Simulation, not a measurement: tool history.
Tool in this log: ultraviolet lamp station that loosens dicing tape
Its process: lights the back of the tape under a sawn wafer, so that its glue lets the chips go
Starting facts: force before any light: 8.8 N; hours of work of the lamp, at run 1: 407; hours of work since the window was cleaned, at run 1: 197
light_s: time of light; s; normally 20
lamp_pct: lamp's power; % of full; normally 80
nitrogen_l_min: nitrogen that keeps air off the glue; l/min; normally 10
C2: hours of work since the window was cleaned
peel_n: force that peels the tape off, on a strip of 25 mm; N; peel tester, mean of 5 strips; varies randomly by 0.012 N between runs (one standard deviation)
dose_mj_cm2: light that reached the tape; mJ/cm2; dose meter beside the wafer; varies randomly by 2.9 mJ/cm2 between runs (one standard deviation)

run 1 hour=0.0 | light_s=20 lamp_pct=80 nitrogen_l_min=10 | hours_of_work_of_the_lamp=407 C2=197 | peel_n=0.862 dose_mj_cm2=349
run 2 hour=55.5 | light_s=20 lamp_pct=80 nitrogen_l_min=10 | hours_of_work_of_the_lamp=451 C2=241 | peel_n=0.970 dose_mj_cm2=337
run 3 hour=108.4 | light_s=20 lamp_pct=80 nitrogen_l_min=10 | hours_of_work_of_the_lamp=492 C2=283 | peel_n=1.045 dose_mj_cm2=322
run 4 hour=152.5 | light_s=20 lamp_pct=80 nitrogen_l_min=10 | hours_of_work_of_the_lamp=527 C2=318 | peel_n=1.141 dose_mj_cm2=320
-- hour=181.0 window cleaned of glue's vapour
run 5 hour=194.4 | light_s=20 lamp_pct=80 nitrogen_l_min=11 | hours_of_work_of_the_lamp=560 C2=11 | peel_n=0.789 dose_mj_cm2=358
run 6 hour=223.8 | light_s=20 lamp_pct=80 nitrogen_l_min=11 | hours_of_work_of_the_lamp=583 C2=34 | peel_n=0.812 dose_mj_cm2=351
run 7 hour=282.7 | light_s=20 lamp_pct=80 nitrogen_l_min=10 | hours_of_work_of_the_lamp=630 C2=80 | peel_n=0.929 dose_mj_cm2=341
run 8 hour=317.1 | light_s=20 lamp_pct=80 nitrogen_l_min=10 | hours_of_work_of_the_lamp=657 C2=107 | peel_n=0.960 dose_mj_cm2=329
run 9 hour=342.5 | light_s=20 lamp_pct=80 nitrogen_l_min=10 | hours_of_work_of_the_lamp=677 C2=128 | peel_n=1.030 dose_mj_cm2=327
run 10 hour=375.5 | light_s=20 lamp_pct=80 nitrogen_l_min=10 | hours_of_work_of_the_lamp=703 C2=154 | peel_n=1.047 dose_mj_cm2=322
run 11 hour=425.9 | light_s=20 lamp_pct=80 nitrogen_l_min=10 | hours_of_work_of_the_lamp=743 C2=193 | peel_n=1.178 dose_mj_cm2=305
run 12 hour=482.4 | light_s=20 lamp_pct=80 nitrogen_l_min=10 | hours_of_work_of_the_lamp=787 C2=238 | peel_n=1.232 dose_mj_cm2=299
-- hour=533.6 lamp changed
run 13 hour=533.6 | light_s=20 lamp_pct=80 nitrogen_l_min=10 | hours_of_work_of_the_lamp=0 C2=278 | peel_n=0.762 dose_mj_cm2=372
run 14 hour=586.4 | light_s=20 lamp_pct=80 nitrogen_l_min=10 | hours_of_work_of_the_lamp=42 C2=319 | peel_n=0.844 dose_mj_cm2=363
-- hour=614.7 window cleaned of glue's vapour
run 15 hour=633.7 | light_s=20 lamp_pct=80 nitrogen_l_min=10 | hours_of_work_of_the_lamp=79 C2=15 | peel_n=0.604 dose_mj_cm2=417
run 16 hour=675.9 | light_s=20 lamp_pct=80 nitrogen_l_min=10 | hours_of_work_of_the_lamp=112 C2=48 | peel_n=0.635 dose_mj_cm2=404
run 17 hour=705.9 | light_s=20 lamp_pct=80 nitrogen_l_min=10 | hours_of_work_of_the_lamp=136 C2=72 | peel_n=0.630 dose_mj_cm2=398
run 18 hour=733.5 | light_s=20 lamp_pct=80 nitrogen_l_min=10 | hours_of_work_of_the_lamp=157 C2=94 | peel_n=0.674 dose_mj_cm2=389
run 19 hour=765.4 | light_s=20 lamp_pct=80 nitrogen_l_min=10 | hours_of_work_of_the_lamp=183 C2=119 | peel_n=0.715 dose_mj_cm2=380
run 20 hour=809.9 | light_s=31 lamp_pct=80 nitrogen_l_min=10 | hours_of_work_of_the_lamp=218 C2=154 | peel_n=0.256 dose_mj_cm2=570
run 21 hour=858.9 | light_s=31 lamp_pct=80 nitrogen_l_min=10 | hours_of_work_of_the_lamp=256 C2=193 | peel_n=0.274 dose_mj_cm2=551
run 22 hour=897.4 | light_s=31 lamp_pct=80 nitrogen_l_min=10 | hours_of_work_of_the_lamp=287 C2=223 | peel_n=0.284 dose_mj_cm2=538
run 23 hour=950.1 | light_s=31 lamp_pct=99 nitrogen_l_min=10 | hours_of_work_of_the_lamp=328 C2=265 | peel_n=0.191 dose_mj_cm2=642
run 24 hour=997.2 | light_s=31 lamp_pct=99 nitrogen_l_min=10 | hours_of_work_of_the_lamp=366 C2=302 | peel_n=0.201 dose_mj_cm2=626
-- hour=1045.0 window cleaned of glue's vapour
run 25 hour=1049.0 | light_s=27 lamp_pct=61 nitrogen_l_min=3 | hours_of_work_of_the_lamp=406 C2=3 | peel_n=1.634 dose_mj_cm2=384
run 26 hour=1082.3 | light_s=27 lamp_pct=61 nitrogen_l_min=3 | hours_of_work_of_the_lamp=432 C2=29 | peel_n=1.747 dose_mj_cm2=374
run 27 hour=1123.7 | light_s=16 lamp_pct=64 nitrogen_l_min=12 | hours_of_work_of_the_lamp=465 C2=62 | peel_n=1.772 dose_mj_cm2=228
run 28 hour=1149.0 | light_s=14 lamp_pct=95 nitrogen_l_min=12 | hours_of_work_of_the_lamp=485 C2=82 | peel_n=1.125 dose_mj_cm2=287
run 29 hour=1183.7 | light_s=20 lamp_pct=67 nitrogen_l_min=10 | hours_of_work_of_the_lamp=513 C2=109 | peel_n=1.321 dose_mj_cm2=285
run 30 hour=1234.8 | light_s=12 lamp_pct=71 nitrogen_l_min=10 | hours_of_work_of_the_lamp=553 C2=150 | peel_n=2.725 dose_mj_cm2=175
run 31 hour=1283.1 | light_s=18 lamp_pct=78 nitrogen_l_min=10 | hours_of_work_of_the_lamp=591 C2=188 | peel_n=1.426 dose_mj_cm2=279
run 32 hour=1308.1 | light_s=23 lamp_pct=71 nitrogen_l_min=14 | hours_of_work_of_the_lamp=611 C2=208 | peel_n=0.863 dose_mj_cm2=323
run 33 hour=1357.8 | light_s=23 lamp_pct=71 nitrogen_l_min=14 | hours_of_work_of_the_lamp=650 C2=247 | peel_n=0.933 dose_mj_cm2=303
run 34 hour=1397.2 | light_s=23 lamp_pct=71 nitrogen_l_min=14 | hours_of_work_of_the_lamp=681 C2=278 | peel_n=0.975 dose_mj_cm2=299
run 35 hour=1438.5 | light_s=39 lamp_pct=98 nitrogen_l_min=14 | hours_of_work_of_the_lamp=714 C2=311 | peel_n=0.130 dose_mj_cm2=675
-- hour=1475.8 window cleaned of glue's vapour
run 36 hour=1486.9 | light_s=29 lamp_pct=98 nitrogen_l_min=7 | hours_of_work_of_the_lamp=752 C2=9 | peel_n=0.344 dose_mj_cm2=573
run 37 hour=1534.2 | light_s=25 lamp_pct=60 nitrogen_l_min=17 | hours_of_work_of_the_lamp=789 C2=46 | peel_n=0.880 dose_mj_cm2=295
run 38 hour=1579.4 | light_s=18 lamp_pct=75 nitrogen_l_min=4 | hours_of_work_of_the_lamp=825 C2=82 | peel_n=2.545 dose_mj_cm2=262
-- hour=1584.5 lamp changed
run 39 hour=1623.3 | light_s=15 lamp_pct=100 nitrogen_l_min=6 | hours_of_work_of_the_lamp=31 C2=116 | peel_n=1.106 dose_mj_cm2=377
run 40 hour=1658.9 | light_s=38 lamp_pct=67 nitrogen_l_min=10 | hours_of_work_of_the_lamp=59 C2=144 | peel_n=0.196 dose_mj_cm2=621
run 41 hour=1687.4 | light_s=14 lamp_pct=67 nitrogen_l_min=17 | hours_of_work_of_the_lamp=81 C2=166 | peel_n=1.511 dose_mj_cm2=226
run 42 hour=1714.4 | light_s=14 lamp_pct=67 nitrogen_l_min=17 | hours_of_work_of_the_lamp=103 C2=188 | peel_n=1.555 dose_mj_cm2=223

Below are 5 alternative next runs, each starting from the tool's condition after run 42. Predict each:
run A hour=1772.4 | light_s=15 lamp_pct=73 nitrogen_l_min=13 | hours_of_work_of_the_lamp=148 C2=233 | peel_n=? dose_mj_cm2=?
run B hour=1772.4 | light_s=12 lamp_pct=73 nitrogen_l_min=4 | hours_of_work_of_the_lamp=148 C2=233 | peel_n=? dose_mj_cm2=?
run C hour=1772.4 | light_s=20 lamp_pct=80 nitrogen_l_min=4 | hours_of_work_of_the_lamp=148 C2=233 | peel_n=? dose_mj_cm2=?
run D hour=1772.4 | light_s=39 lamp_pct=80 nitrogen_l_min=10 | hours_of_work_of_the_lamp=148 C2=233 | peel_n=? dose_mj_cm2=?
run E hour=1772.4 | light_s=18 lamp_pct=66 nitrogen_l_min=7 | hours_of_work_of_the_lamp=148 C2=233 | peel_n=? dose_mj_cm2=?

run=A peel_n=1.490 dose_mj_cm2=246
run=B peel_n=3.437 dose_mj_cm2=198
run=C peel_n=1.529 dose_mj_cm2=360
run=D peel_n=0.144 dose_mj_cm2=707
run=E peel_n=1.830 dose_mj_cm2=268
The same runs, with their run-to-run variation unchanged, on a tool lacking any hidden condition would have given:
run=A peel_n=1.070 dose_mj_cm2=294
run=B peel_n=2.861 dose_mj_cm2=236
run=C peel_n=1.105 dose_mj_cm2=430
run=D peel_n=0.102 dose_mj_cm2=843
run=E peel_n=1.359 dose_mj_cm2=319
